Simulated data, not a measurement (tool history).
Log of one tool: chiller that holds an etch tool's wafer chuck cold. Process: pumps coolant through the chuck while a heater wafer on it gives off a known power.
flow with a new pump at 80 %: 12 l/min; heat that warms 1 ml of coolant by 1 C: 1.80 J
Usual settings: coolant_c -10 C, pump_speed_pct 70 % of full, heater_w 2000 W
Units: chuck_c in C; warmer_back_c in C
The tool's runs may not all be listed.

run	day	coolant_c	pump_speed_pct	heater_w	chuck_c	warmer_back_c
1	0	-10	70	2000	6.3	6.67
2	2.588	-10	70	2000	6.5	6.7
3	4.483	-10	70	2000	6.4	6.6
4	7.092	-10	72	2000	6.2	6.52
5	9.454	-10	72	2000	6.2	6.44
6	12.417	-10	72	2000	6.4	6.48
7	15.458	-10	95	2000	3	4.76
8	17.146	-10	95	1089	-2.6	2.57
9	18.85	-10	95	1089	-2.4	2.57
10	20.438	-10	95	1089	-2.6	2.65
11	21.733	-10	95	1788	1.9	4.25
12	23.012	-10	95	1788	1.7	4.27
13	24.5	-10	70	2000	6.6	6.7
14	26.208	-19	70	2000	-2.3	6.77
15	28.808	-19	70	2000	-2.4	6.74
# day 30.229: chiller's thermometer calibrated
16	31.654	-19	70	2000	-2.9	6.72
17	33.792	-19	70	2000	-3.2	6.72
18	36.012	-8	70	2096	8.7	6.99
19	37.996	-8	70	2096	8.9	7.07
20	39.833	-12	83	1128	-3.9	3.2
# day 40.175: coolant pump overhauled
21	41.479	-12	84	1128	-4.1	3.17
22	43.8	-12	84	1128	-4.1	3.19
# day 44.846: coolant pump overhauled, once more
23	45.354	-15	75	1393	-4.6	4.16
24	47.721	-13	72	1711	0.1	5.41
25	49.871	-10	70	1281	0.1	4.18
26	52.346	-6	68	2000	10.1	6.63
27	53.812	-6	91	1002	0.3	2.37
28	56.762	-2	89	1880	10.4	4.7
29	59.429	-12	67	2563	9	8.69
30	62.283	-4	78	2139	11.5	6.19
31	64.771	-4	78	2139	11.4	6.13
32	67.588	-14	81	2139	1.2	5.99

3 ways to go on from here, each from the tool as it stands after run 32. What would each give?
A	70.338	-10	66	1859	?	?
B	70.338	-10	96	2000	?	?
C	70.338	-17	66	2838	?	?

run	chuck_c	warmer_back_c
A	5.4	6.49
B	2.2	4.62
C	6.6	9.85
Without the tool's hidden state the same runs would have given:
run	chuck_c	warmer_back_c
A	4.4	6.43
B	1.3	4.57
C	5.1	9.75
